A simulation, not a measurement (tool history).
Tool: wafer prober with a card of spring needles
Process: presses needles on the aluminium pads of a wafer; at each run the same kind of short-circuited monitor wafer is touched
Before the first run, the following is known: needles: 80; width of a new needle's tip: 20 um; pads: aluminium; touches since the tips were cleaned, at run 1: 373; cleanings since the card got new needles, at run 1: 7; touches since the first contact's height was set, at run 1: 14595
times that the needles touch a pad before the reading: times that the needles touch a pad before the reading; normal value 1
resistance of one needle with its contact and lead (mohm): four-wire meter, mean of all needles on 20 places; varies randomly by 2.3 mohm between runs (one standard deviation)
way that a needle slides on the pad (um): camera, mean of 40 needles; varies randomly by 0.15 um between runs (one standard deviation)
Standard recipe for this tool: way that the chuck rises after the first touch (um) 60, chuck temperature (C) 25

run,hour,way that the chuck rises after the first touch (um),chuck temperature (C),times that the needles touch a pad before the reading,touches since the tips were cleaned,cleanings since the card got new needles,touches since the first contact's height was set,resistance of one needle with its contact and lead (mohm),way that a needle slides on the pad (um)
1,0.0,60,25,1,373,7,14595,333,14.72
# hour 3.1: tips cleaned on abrasive film
# hour 7.0: tips cleaned on abrasive film
2,7.0,60,25,1,49,9,18334,307,14.91
# hour 11.1: tips cleaned on abrasive film
# hour 15.1: tips cleaned on abrasive film
# hour 18.8: tips cleaned on abrasive film
3,21.5,60,25,1,1439,12,26040,433,14.83
# hour 22.3: tips cleaned on abrasive film
# hour 25.7: tips cleaned on abrasive film
# hour 29.9: tips cleaned on abrasive film
4,31.2,60,25,1,744,15,31204,379,14.71
# hour 33.8: tips cleaned on abrasive film
# hour 37.6: tips cleaned on abrasive film
5,40.7,68,25,1,1740,17,36292,422,16.74
# hour 41.7: tips cleaned on abrasive film
# hour 45.4: tips cleaned on abrasive film
# hour 48.0: tips cleaned on abrasive film, once more
# hour 51.4: tips cleaned on abrasive film
6,53.6,60,27,1,1250,21,43123,434,14.72
# hour 55.4: tips cleaned on abrasive film
# hour 59.4: tips cleaned on abrasive film
# hour 62.8: tips cleaned on abrasive film
7,64.5,60,27,1,939,24,48875,405,14.58
# hour 66.2: tips cleaned on abrasive film
# hour 70.0: tips cleaned on abrasive film
# hour 74.0: tips cleaned on abrasive film
8,75.8,60,27,1,975,27,54875,421,14.40
# hour 77.5: tips cleaned on abrasive film
# hour 81.4: tips cleaned on abrasive film
# hour 85.3: tips cleaned on abrasive film
# hour 89.5: tips cleaned on abrasive film
9,90.2,60,27,1,398,31,62527,339,14.50
# hour 93.5: tips cleaned on abrasive film
# hour 97.5: tips cleaned on abrasive film
# hour 101.5: tips cleaned on abrasive film
10,103.5,60,25,1,1104,34,69651,423,13.98
# hour 105.7: tips cleaned on abrasive film
# hour 109.7: tips cleaned on abrasive film
11,109.7,60,25,2,0,36,72928,287,14.29
# hour 113.1: tips cleaned on abrasive film
# hour 117.3: tips cleaned on abrasive film
# hour 121.3: tips cleaned on abrasive film
12,123.7,60,25,2,1344,39,80396,387,14.17
# hour 124.7: tips cleaned on abrasive film
# hour 128.8: tips cleaned on abrasive film
# hour 132.6: tips cleaned on abrasive film
13,134.1,70,55,2,786,42,85896,326,16.88
# hour 136.6: tips cleaned on abrasive film
# hour 140.8: tips cleaned on abrasive film
# hour 144.8: tips cleaned on abrasive film
# hour 148.2: tips cleaned on abrasive film
14,148.7,60,50,2,322,46,93680,316,14.03
# hour 152.0: tips cleaned on abrasive film
# hour 155.9: tips cleaned on abrasive film
# hour 159.9: tips cleaned on abrasive film
15,160.3,53,86,2,222,49,99825,338,12.07
# hour 163.6: tips cleaned on abrasive film
# hour 167.6: tips cleaned on abrasive film
16,168.1,53,86,2,298,51,103994,337,12.18
# hour 171.5: tips cleaned on abrasive film
# hour 175.6: tips cleaned on abrasive film
# hour 179.6: tips cleaned on abrasive film
17,181.0,53,86,2,810,54,110874,390,11.82
# hour 183.6: tips cleaned on abrasive film
# hour 187.8: tips cleaned on abrasive film
18,190.0,60,43,1,1235,56,115670,481,13.95
# hour 191.8: tips cleaned on abrasive film
# hour 195.1: tips cleaned on abrasive film
# hour 198.6: tips cleaned on abrasive film
19,198.6,43,25,1,0,59,120190,343,9.27
# hour 202.5: tips cleaned on abrasive film
# hour 206.0: tips cleaned on abrasive film
20,206.0,43,25,1,0,61,124119,306,9.35
# hour 210.2: tips cleaned on abrasive film
# hour 214.3: tips cleaned on abrasive film
21,216.7,60,44,1,1313,63,129870,496,13.42

Predict each of these 3 candidate next runs independently; none follows another, all start after run 21:
# hour 218.5: tips cleaned on abrasive film
# hour 222.3: tips cleaned on abrasive film
# hour 225.7: tips cleaned on abrasive film
A,228.7,57,25,1,1657,66,136239,?,?
# hour 218.5: tips cleaned on abrasive film
# hour 222.3: tips cleaned on abrasive film
# hour 225.7: tips cleaned on abrasive film
B,228.7,60,25,2,1657,66,136239,?,?
# hour 218.5: tips cleaned on abrasive film
# hour 222.3: tips cleaned on abrasive film
# hour 225.7: tips cleaned on abrasive film
C,228.7,64,79,2,1657,66,136239,?,?

run,resistance of one needle with its contact and lead (mohm),way that a needle slides on the pad (um)
A,568,12.90
B,431,13.50
C,415,14.34
Without the tool's hidden state the same runs would have given:
run,resistance of one needle with its contact and lead (mohm),way that a needle slides on the pad (um)
A,265,14.71
B,265,15.29
C,281,16.14
